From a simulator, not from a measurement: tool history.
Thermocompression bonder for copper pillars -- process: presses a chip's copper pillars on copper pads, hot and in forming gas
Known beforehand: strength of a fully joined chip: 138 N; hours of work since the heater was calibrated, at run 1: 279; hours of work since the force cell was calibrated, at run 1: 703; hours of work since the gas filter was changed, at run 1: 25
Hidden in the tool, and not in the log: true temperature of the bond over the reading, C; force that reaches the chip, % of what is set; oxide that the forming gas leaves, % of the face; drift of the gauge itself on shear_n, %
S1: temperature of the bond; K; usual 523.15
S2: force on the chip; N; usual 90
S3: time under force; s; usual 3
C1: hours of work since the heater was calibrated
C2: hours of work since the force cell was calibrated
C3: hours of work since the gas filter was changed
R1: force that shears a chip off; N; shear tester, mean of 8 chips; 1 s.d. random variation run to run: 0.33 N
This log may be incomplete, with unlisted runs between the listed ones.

run,hour,S1,S2,S3,C1,C2,C3,R1
1,0,523.15,90,3,279,703,25,53.5
2,35.2,523.15,90,4,300,724,46,59.6
3,57.2,523.15,90,4,313,737,59,60
4,77.6,523.15,90,4,325,749,71,59.2
5,116.7,523.15,90,4,348,772,94,59.1
6,150.8,523.15,90,4,368,792,114,58.7
7,187.1,523.15,90,3,389,814,136,52.8
8,216.7,523.15,90,3,407,831,153,52.5
9,243,523.15,90,3,422,847,169,52.4
10,272.1,521.15,90,3,440,864,186,50.5
11,296.4,521.15,90,3,454,878,200,50.7
12,314.6,523.15,78,3,465,889,211,47.6
13,351.6,523.15,78,3,486,911,233,47.8
14,381.3,523.15,78,3,504,929,250,47.5
15,423.1,523.15,90,3,529,953,275,51.4
16,441.5,523.15,90,3,540,964,286,51.7
17,484,521.15,90,3,565,989,311,49.8
18,504.7,521.15,90,3,577,1001,323,49.9
19,530.8,521.15,90,3,592,1017,339,49.7
20,559.4,521.15,90,3,609,1034,355,49.9
21,588.2,503.15,54,3,626,1051,372,25.7
22,607.8,503.15,54,3,638,1062,384,26.4
23,635.8,499.15,54,3,654,1079,401,24.5
24,662.6,499.15,54,3,670,1095,416,24.3
25,705.9,523.15,57,6,696,1120,442,50.5
# hour 715.7: forming gas filter changed
26,737.7,547.15,90,4,714,1139,13,78.3
27,775.6,547.15,90,4,737,1161,35,77.8
28,815.1,547.15,90,4,760,1184,59,77.8
29,845.1,548.15,114,3,778,1202,76,81
30,874.6,548.15,94,3,795,1220,94,73
31,903.5,548.15,94,3,812,1237,111,72.3
32,940.5,548.15,94,3,834,1258,133,71.9
33,973.7,522.15,63,5,853,1278,152,48.7
34,996.4,496.15,90,2,867,1291,166,27.5
35,1016.8,499.15,90,5,879,1303,178,42.3
36,1055.2,543.15,73,3,902,1326,200,58.9
37,1098.3,534.15,73,3,927,1352,226,51.9

For some of the steps in R1 from one run to the next: how much would appear even if the tool had no hidden state, given the settings, what came in and random variation, and how much remains for the hidden state plus any gauge scatter that the measured result and the result without hidden state don't share?
Run 20 -> 21: S1 521.15 -> 503.15, S2 90 -> 54. R1 -24.2 N: hidden state +1.1, all else -25.3.
Run 24 -> 25: S1 499.15 -> 523.15, S2 54 -> 57, S3 3 -> 6. R1 +26.2 N: hidden state -1.7, all else +27.9.
Run 25 -> 26: S1 523.15 -> 547.15, S2 57 -> 90, S3 6 -> 4, forming gas filter changed. R1 +27.8 N: hidden state +1.2, all else +26.6.
Run 34 -> 35: S1 496.15 -> 499.15, S3 2 -> 5. R1 +14.8 N: hidden state -1.3, all else +16.1.
